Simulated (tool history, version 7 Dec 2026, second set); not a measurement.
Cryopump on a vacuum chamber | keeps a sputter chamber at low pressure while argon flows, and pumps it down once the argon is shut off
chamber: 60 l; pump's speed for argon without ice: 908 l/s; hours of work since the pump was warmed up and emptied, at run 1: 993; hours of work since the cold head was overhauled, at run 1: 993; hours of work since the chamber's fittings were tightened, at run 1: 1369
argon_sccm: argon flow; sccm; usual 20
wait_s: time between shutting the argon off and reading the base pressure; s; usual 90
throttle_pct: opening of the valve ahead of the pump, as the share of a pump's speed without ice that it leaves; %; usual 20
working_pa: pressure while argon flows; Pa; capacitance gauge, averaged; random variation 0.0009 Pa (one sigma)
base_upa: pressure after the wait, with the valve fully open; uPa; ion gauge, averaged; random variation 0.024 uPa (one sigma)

run   hour  argon_sccm  wait_s  throttle_pct  hours of work since the pump was warmed up and emptied  hours of work since the cold head was overhauled  hours of work since the chamber's fittings were tightened  working_pa  base_upa
  1    0.0          20      90            20                                                     993                                               993                                                       1369      0.1921      1.43
  2   33.2          20      90            21                                                    1015                                              1015                                                       1392      0.1819      1.47
  3   66.5          20      90            21                                                    1038                                              1038                                                       1415      0.1829      1.48
  4  114.9          20      90            21                                                    1071                                              1071                                                       1448      0.1835      1.55
     134.4  -- pump warmed up, emptied and cooled again
  5  148.6          20      36            20                                                      10                                              1091                                                       1467      0.1865      2.20
  6  173.2          20      36            32                                                      26                                              1107                                                       1484      0.1179      2.20
  7  217.9          20      36            32                                                      57                                              1138                                                       1515      0.1179      2.21
  8  254.0          20      90            20                                                      82                                              1163                                                       1539      0.1867      1.37
  9  294.9          20      90            20                                                     109                                              1190                                                       1567      0.1867      1.47
 10  323.8          20     219            25                                                     129                                              1210                                                       1587      0.1514      1.10
 11  359.0          20     219            25                                                     153                                              1234                                                       1611      0.1496      1.18
 12  391.7          20     219            25                                                     175                                              1256                                                       1633      0.1500      1.15
 13  431.4          20     106            20                                                     203                                              1284                                                       1660      0.1894      1.43
 14  454.3          31      33            19                                                     218                                              1299                                                       1676      0.3050      2.42
 15  479.9          31      33            46                                                     236                                              1317                                                       1693      0.1293      2.47
 16  512.5          31      33            46                                                     258                                              1339                                                       1716      0.1276      2.47
 17  562.3          31      33            51                                                     292                                              1373                                                       1750      0.1152      2.52

Forecast each of these 5 alternatives for the next run:
  A  587.6          31      53            19                                                     309                                              1390                                                       1767           ?         ?
  B  587.6          31      70            51                                                     309                                              1390                                                       1767           ?         ?
  C  587.6           8      58            33                                                     309                                              1390                                                       1767           ?         ?
  D  587.6          10      44            26                                                     309                                              1390                                                       1767           ?         ?
  E  587.6          10      90            24                                                     309                                              1390                                                       1767           ?         ?

run  working_pa  base_upa
  A      0.3087      1.95
  B      0.1162      1.68
  C      0.0459      1.92
  D      0.0727      2.12
  E      0.0782      1.53
Without the tool's hidden state the same runs would have given:
run  working_pa  base_upa
  A      0.3054      1.25
  B      0.1129      1.01
  C      0.0451      1.21
  D      0.0716      1.45
  E      0.0771      0.86

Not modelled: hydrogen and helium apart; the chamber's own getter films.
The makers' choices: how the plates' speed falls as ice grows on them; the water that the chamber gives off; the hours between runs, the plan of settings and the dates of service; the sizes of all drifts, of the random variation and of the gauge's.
